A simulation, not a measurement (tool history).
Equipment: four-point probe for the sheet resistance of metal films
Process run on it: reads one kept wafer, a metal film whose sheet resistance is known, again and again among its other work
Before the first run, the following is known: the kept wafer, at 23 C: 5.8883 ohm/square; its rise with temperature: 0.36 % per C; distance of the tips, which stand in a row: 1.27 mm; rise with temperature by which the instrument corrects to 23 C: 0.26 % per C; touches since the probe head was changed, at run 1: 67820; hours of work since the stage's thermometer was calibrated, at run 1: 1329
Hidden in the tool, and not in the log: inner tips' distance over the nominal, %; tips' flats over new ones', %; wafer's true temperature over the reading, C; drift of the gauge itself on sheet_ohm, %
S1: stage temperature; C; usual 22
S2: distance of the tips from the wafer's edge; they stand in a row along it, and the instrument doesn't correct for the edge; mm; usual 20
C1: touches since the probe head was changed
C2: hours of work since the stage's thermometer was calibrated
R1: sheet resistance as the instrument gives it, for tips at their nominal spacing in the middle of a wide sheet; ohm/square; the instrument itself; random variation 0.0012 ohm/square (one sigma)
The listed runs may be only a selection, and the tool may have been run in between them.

run 1 hour=0 | S1=22 S2=20 | C1=67820 C2=1329 | R1=5.895134
run 2 hour=30.6 | S1=22 S2=29 | C1=69091 C2=1344 | R1=5.88899
run 3 hour=86.9 | S1=27 S2=20 | C1=71429 C2=1373 | R1=5.923645
run 4 hour=156.7 | S1=27 S2=20 | C1=74332 C2=1409 | R1=5.926884
run 5 hour=217 | S1=22 S2=20 | C1=76834 C2=1440 | R1=5.897005
run 6 hour=250.4 | S1=22 S2=20 | C1=78225 C2=1457 | R1=5.894773
run 7 hour=286.1 | S1=22 S2=20 | C1=79705 C2=1475 | R1=5.89583
run 8 hour=351.5 | S1=22 S2=20 | C1=82423 C2=1509 | R1=5.895335
run 9 hour=386 | S1=31 S2=40 | C1=83854 C2=1527 | R1=5.936703
run 10 hour=450.5 | S1=34 S2=5 | C1=86536 C2=1560 | R1=6.152024
run 11 hour=479.3 | S1=20 S2=3 | C1=87733 C2=1575 | R1=6.38255
-- hour=490.2 new probe head fitted
run 12 hour=537.6 | S1=25 S2=43 | C1=1966 C2=1604 | R1=5.902862
run 13 hour=571.6 | S1=26 S2=5 | C1=3378 C2=1621 | R1=6.103892
run 14 hour=616.6 | S1=26 S2=5 | C1=5250 C2=1644 | R1=6.104491
run 15 hour=658.9 | S1=30 S2=7 | C1=7007 C2=1666 | R1=6.035864

Each row is a separate what-if for the run after 15, all from the same tool condition, not one after another. Results?
run A hour=694 | S1=21 S2=17 | C1=8464 C2=1684 | R1=?
run B hour=694 | S1=30 S2=7 | C1=8464 C2=1684 | R1=?
run C hour=694 | S1=31 S2=59 | C1=8464 C2=1684 | R1=?
run D hour=694 | S1=31 S2=4 | C1=8464 C2=1684 | R1=?
run E hour=694 | S1=24 S2=9 | C1=8464 C2=1684 | R1=?

run=A R1=5.893266
run=B R1=6.03412
run=C R1=5.938505
run=D R1=6.241861
run=E R1=5.958052
Without the tool's hidden state the same runs would have given:
run=A R1=5.893535
run=B R1=6.034397
run=C R1=5.938779
run=D R1=6.242147
run=E R1=5.958324
